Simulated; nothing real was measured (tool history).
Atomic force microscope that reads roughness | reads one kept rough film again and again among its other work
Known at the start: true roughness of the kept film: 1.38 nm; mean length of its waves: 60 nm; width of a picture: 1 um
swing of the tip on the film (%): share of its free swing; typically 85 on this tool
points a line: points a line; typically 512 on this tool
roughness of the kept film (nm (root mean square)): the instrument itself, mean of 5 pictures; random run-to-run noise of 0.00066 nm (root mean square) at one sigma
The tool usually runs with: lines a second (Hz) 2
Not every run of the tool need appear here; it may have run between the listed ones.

| run | hour | lines a second (Hz) | swing of the tip on the film (%) | points a line | roughness of the kept film (nm (root mean square)) |
|---|---|---|---|---|---|
| 1 | 0 | 2 | 85 | 512 | 1.0818 |
|  | 5.7 | new tip fitted |
| 2 | 69.4 | 2 | 85 | 512 | 1.0893 |
| 3 | 103.7 | 2 | 85 | 512 | 1.0877 |
| 4 | 182 | 2 | 85 | 512 | 1.0829 |
| 5 | 226.1 | 2 | 85 | 306 | 1.0786 |
|  | 254.1 | new tip fitted |
| 6 | 273.4 | 2 | 85 | 306 | 1.0894 |
| 7 | 331.1 | 2 | 85 | 306 | 1.0867 |
| 8 | 371 | 2 | 85 | 306 | 1.0859 |
| 9 | 443 | 2 | 85 | 923 | 1.0832 |
|  | 498.2 | new tip fitted |
| 10 | 518.3 | 2 | 85 | 923 | 1.0955 |
| 11 | 588.9 | 2 | 85 | 512 | 1.0914 |
| 12 | 651.1 | 2 | 85 | 512 | 1.0877 |
| 13 | 694.7 | 2 | 85 | 512 | 1.0848 |
|  | 741.7 | new tip fitted |
| 14 | 753.9 | 2 | 85 | 512 | 1.0959 |
|  | 761.8 | height scale calibrated on a step standard |
| 15 | 790.8 | 2 | 85 | 512 | 1.1001 |
| 16 | 840.2 | 2 | 85 | 512 | 1.1 |
| 17 | 919 | 2 | 85 | 512 | 1.0939 |
|  | 990 | new tip fitted |
| 18 | 1000.9 | 2 | 85 | 512 | 1.1043 |
| 19 | 1077.3 | 2 | 85 | 512 | 1.1012 |
| 20 | 1118 | 2 | 85 | 512 | 1.0984 |
| 21 | 1182.3 | 0.77 | 72 | 873 | 1.3161 |
|  | 1201.1 | height scale calibrated on a step standard, once more |
|  | 1236.5 | new tip fitted |
| 22 | 1259.1 | 1.9 | 73 | 554 | 1.1983 |
| 23 | 1323.7 | 1.14 | 67 | 464 | 1.2835 |
| 24 | 1403.9 | 1.2 | 85 | 512 | 1.1694 |
|  | 1480.7 | new tip fitted |
| 25 | 1480.7 | 0.59 | 85 | 512 | 1.2667 |
| 26 | 1534.1 | 1.4 | 55 | 293 | 1.3165 |

Estimate the outcome of run 27 from the log above:
| 27 | 1603.9 | 1.4 | 55 | 293 | ? |

{"run 27": {"roughness of the kept film (nm (root mean square))": 1.3123}}
If the tool had no hidden condition, the same run with the same run-to-run variation would have returned roughness of the kept film (nm (root mean square)) 1.3188.
